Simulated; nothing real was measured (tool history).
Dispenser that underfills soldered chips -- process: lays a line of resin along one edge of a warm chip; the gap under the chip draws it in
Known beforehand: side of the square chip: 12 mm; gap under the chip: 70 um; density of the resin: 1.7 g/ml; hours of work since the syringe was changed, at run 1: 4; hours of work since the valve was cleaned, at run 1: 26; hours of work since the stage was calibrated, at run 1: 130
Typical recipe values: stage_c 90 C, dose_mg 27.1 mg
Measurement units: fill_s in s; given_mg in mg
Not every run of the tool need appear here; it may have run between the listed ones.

run,day,stage_c,dose_mg,hours of work since the syringe was changed,hours of work since the valve was cleaned,hours of work since the stage was calibrated,fill_s,given_mg
1,0.000,90,27.1,4,26,130,54.1,26.89
2,0.183,90,24.6,7,28,133,61.3,24.28
3,0.388,90,27.1,10,31,136,70.3,26.76
# day 0.408: new syringe of resin
4,0.600,90,23.6,3,34,139,53.8,23.26
5,0.779,90,23.6,6,37,142,60.5,23.09
6,1.021,90,23.5,9,41,145,71.1,23.01
# day 1.075: new syringe of resin
7,1.196,90,23.5,2,43,148,52.0,23.12
8,1.317,95,28.0,4,45,150,44.2,27.29
9,1.542,83,28.9,7,48,153,84.9,28.06
10,1.671,83,28.9,9,50,155,91.0,28.22
# day 1.746: new syringe of resin
11,1.804,78,27.4,1,52,157,79.7,26.65
12,1.996,78,27.4,4,55,160,89.8,26.67
# day 2.075: dispensing valve cleaned and set on the balance
13,2.208,97,24.5,6,2,162,46.1,24.48
# day 2.446: new syringe of resin
14,2.471,84,29.4,0,6,166,60.0,29.55

Hidden state at the last listed run before each entry between runs and at the first one after, where it differs:
In the gap between runs 3 and 4: new syringe of resin (day 0.408)
  resin's viscosity, % of fresh resin's: 149.6 -> 113.6; dose that the valve gives, % of what is set: 98.34 -> 98.19; true chip temperature over the reading, C: -0.4 -> -0.41
  what was measured, less what the result would be without the hidden state, fill_s: +24.1 -> +7.4 s; given_mg: -0.46 -> -0.42 mg
In the gap between runs 6 and 7: new syringe of resin (day 1.075)
  resin's viscosity, % of fresh resin's: 148.9 -> 109.3; dose that the valve gives, % of what is set: 97.89 -> 97.78; true chip temperature over the reading, C: -0.42 -> -0.43
  what was measured, less what the result would be without the hidden state, fill_s: +24.4 -> +5.5 s; given_mg: -0.49 -> -0.53 mg
In the gap between runs 10 and 11: new syringe of resin (day 1.746)
  resin's viscosity, % of fresh resin's: 148.7 -> 104.1; dose that the valve gives, % of what is set: 97.43 -> 97.35; true chip temperature over the reading, C: -0.45 -> -0.46
  what was measured, less what the result would be without the hidden state, fill_s: +31.1 -> +4.8 s; given_mg: -0.75 -> -0.73 mg
In the gap between runs 12 and 13: dispensing valve cleaned and set on the balance (day 2.075)
  resin's viscosity, % of fresh resin's: 117.8 -> 131.5; dose that the valve gives, % of what is set: 97.22 -> 100.31; true chip temperature over the reading, C: -0.46 -> -0.47
  what was measured, less what the result would be without the hidden state, fill_s: +15.2 -> +11.7 s; given_mg: -0.76 -> +0.08 mg
In the gap between runs 13 and 14: new syringe of resin (day 2.446)
  resin's viscosity, % of fresh resin's: 131.5 -> 101.9; dose that the valve gives, % of what is set: 100.31 -> 100.14; true chip temperature over the reading, C: -0.47 -> -0.48
  what was measured, less what the result would be without the hidden state, fill_s: +11.7 -> +2.3 s; given_mg: +0.08 -> +0.04 mg

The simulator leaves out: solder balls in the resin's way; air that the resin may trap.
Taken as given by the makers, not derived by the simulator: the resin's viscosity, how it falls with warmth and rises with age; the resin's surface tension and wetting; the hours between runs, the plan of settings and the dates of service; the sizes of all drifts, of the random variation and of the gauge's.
